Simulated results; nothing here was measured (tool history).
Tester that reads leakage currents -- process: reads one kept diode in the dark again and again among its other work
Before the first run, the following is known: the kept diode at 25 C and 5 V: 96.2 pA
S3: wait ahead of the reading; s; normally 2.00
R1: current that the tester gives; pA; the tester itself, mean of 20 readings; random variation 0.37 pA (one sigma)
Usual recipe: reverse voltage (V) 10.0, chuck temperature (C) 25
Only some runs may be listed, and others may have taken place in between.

run 1 hour=0.0 | reverse_voltage_(V)=10.0 chuck_temperature_(C)=25 S3=2.00 | R1=122.76
run 2 hour=102.4 | reverse_voltage_(V)=10.0 chuck_temperature_(C)=25 S3=2.00 | R1=122.97
run 3 hour=222.9 | reverse_voltage_(V)=10.0 chuck_temperature_(C)=25 S3=2.00 | R1=122.76
run 4 hour=306.3 | reverse_voltage_(V)=10.0 chuck_temperature_(C)=25 S3=2.00 | R1=123.23
-- hour=330.4 probe card cleaned and baked
run 5 hour=415.5 | reverse_voltage_(V)=10.0 chuck_temperature_(C)=27 S3=2.00 | R1=147.08
run 6 hour=534.5 | reverse_voltage_(V)=10.0 chuck_temperature_(C)=31 S3=2.00 | R1=209.12
run 7 hour=636.4 | reverse_voltage_(V)=10.0 chuck_temperature_(C)=25 S3=2.33 | R1=122.91
run 8 hour=760.5 | reverse_voltage_(V)=10.0 chuck_temperature_(C)=25 S3=2.00 | R1=122.79
run 9 hour=883.9 | reverse_voltage_(V)=10.0 chuck_temperature_(C)=25 S3=2.00 | R1=122.81
run 10 hour=981.6 | reverse_voltage_(V)=10.0 chuck_temperature_(C)=25 S3=2.00 | R1=122.72
run 11 hour=1099.1 | reverse_voltage_(V)=10.0 chuck_temperature_(C)=25 S3=2.00 | R1=123.15
run 12 hour=1220.1 | reverse_voltage_(V)=10.0 chuck_temperature_(C)=25 S3=2.00 | R1=122.33
run 13 hour=1318.3 | reverse_voltage_(V)=6.1 chuck_temperature_(C)=25 S3=2.00 | R1=103.49
run 14 hour=1401.2 | reverse_voltage_(V)=18.5 chuck_temperature_(C)=25 S3=0.90 | R1=154.74
run 15 hour=1463.4 | reverse_voltage_(V)=1.5 chuck_temperature_(C)=32 S3=2.00 | R1=121.23
run 16 hour=1586.2 | reverse_voltage_(V)=2.6 chuck_temperature_(C)=46 S3=2.00 | R1=464.58
run 17 hour=1640.7 | reverse_voltage_(V)=2.6 chuck_temperature_(C)=46 S3=2.00 | R1=470.15
run 18 hour=1747.2 | reverse_voltage_(V)=10.3 chuck_temperature_(C)=36 S3=4.82 | R1=325.30
-- hour=1824.0 chuck's temperature calibrated
run 19 hour=1824.0 | reverse_voltage_(V)=2.1 chuck_temperature_(C)=25 S3=0.48 | R1=72.93
run 20 hour=1931.5 | reverse_voltage_(V)=2.1 chuck_temperature_(C)=44 S3=0.48 | R1=371.42
run 21 hour=2007.2 | reverse_voltage_(V)=2.1 chuck_temperature_(C)=44 S3=0.48 | R1=370.13
run 22 hour=2130.7 | reverse_voltage_(V)=2.1 chuck_temperature_(C)=25 S3=0.35 | R1=73.68
run 23 hour=2222.6 | reverse_voltage_(V)=1.1 chuck_temperature_(C)=38 S3=0.46 | R1=181.99
run 24 hour=2325.4 | reverse_voltage_(V)=9.4 chuck_temperature_(C)=26 S3=0.39 | R1=135.86
run 25 hour=2441.1 | reverse_voltage_(V)=3.4 chuck_temperature_(C)=33 S3=1.48 | R1=174.40

Predict each of these 3 candidate next runs independently; none follows another, all start after run 25:
run A hour=2506.8 | reverse_voltage_(V)=4.6 chuck_temperature_(C)=55 S3=1.48 | R1=?
run B hour=2506.8 | reverse_voltage_(V)=10.0 chuck_temperature_(C)=57 S3=2.00 | R1=?
run C hour=2506.8 | reverse_voltage_(V)=10.0 chuck_temperature_(C)=29 S3=1.81 | R1=?

run=A R1=1143.35
run=B R1=1712.11
run=C R1=175.67
Without the tool's unlogged condition, the same runs would have read:
run=A R1=1143.33
run=B R1=1712.07
run=C R1=175.64

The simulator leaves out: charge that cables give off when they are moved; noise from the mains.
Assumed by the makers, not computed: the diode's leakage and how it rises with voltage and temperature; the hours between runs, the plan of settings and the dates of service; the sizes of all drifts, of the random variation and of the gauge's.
